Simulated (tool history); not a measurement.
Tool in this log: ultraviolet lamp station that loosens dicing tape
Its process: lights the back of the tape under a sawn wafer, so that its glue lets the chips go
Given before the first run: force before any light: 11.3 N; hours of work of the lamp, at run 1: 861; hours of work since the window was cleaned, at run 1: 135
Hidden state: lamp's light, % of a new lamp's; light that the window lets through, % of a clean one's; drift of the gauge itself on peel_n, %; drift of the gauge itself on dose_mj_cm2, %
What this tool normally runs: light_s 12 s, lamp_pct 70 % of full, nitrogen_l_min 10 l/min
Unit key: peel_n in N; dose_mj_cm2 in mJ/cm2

| run | hour | light_s | lamp_pct | nitrogen_l_min | hours of work of the lamp | hours of work since the window was cleaned | peel_n | dose_mj_cm2 |
|---|---|---|---|---|---|---|---|---|
| 1 | 0 | 12 | 70 | 10 | 861 | 135 | 2.192 | 183 |
| 2 | 26.3 | 12 | 70 | 10 | 877 | 150 | 2.191 | 179 |
| 3 | 68.3 | 12 | 70 | 10 | 901 | 174 | 2.273 | 171 |
| 4 | 98.5 | 13 | 70 | 10 | 918 | 191 | 2.048 | 187 |
|  | 121.8 | window cleaned of glue's vapour |
| 5 | 141.5 | 13 | 70 | 10 | 943 | 11 | 2.318 | 178 |
| 6 | 186.9 | 13 | 70 | 10 | 969 | 38 | 2.36 | 172 |
| 7 | 217.5 | 12 | 70 | 14 | 987 | 55 | 2.178 | 161 |
| 8 | 254.7 | 14 | 64 | 8 | 1008 | 77 | 2.841 | 162 |
| 9 | 284 | 14 | 64 | 8 | 1025 | 94 | 3.033 | 167 |
| 10 | 328.2 | 12 | 72 | 14 | 1051 | 119 | 2.346 | 151 |
| 11 | 356.9 | 7 | 70 | 10 | 1067 | 136 | 5.001 | 86 |

Run 12, settings as shown, results not yet in. Your forecast:
|  | 373.8 | window cleaned of glue's vapour, once more |
| 12 | 403.6 | 7 | 70 | 10 | 1094 | 17 | ? | ? |

Logged for run 12: peel_n 4.425 N, dose_mj_cm2 102 mJ/cm2.
If the tool had no hidden condition, the same run with the same run-to-run variation would have returned peel_n 2.959 N, dose_mj_cm2 147 mJ/cm2.
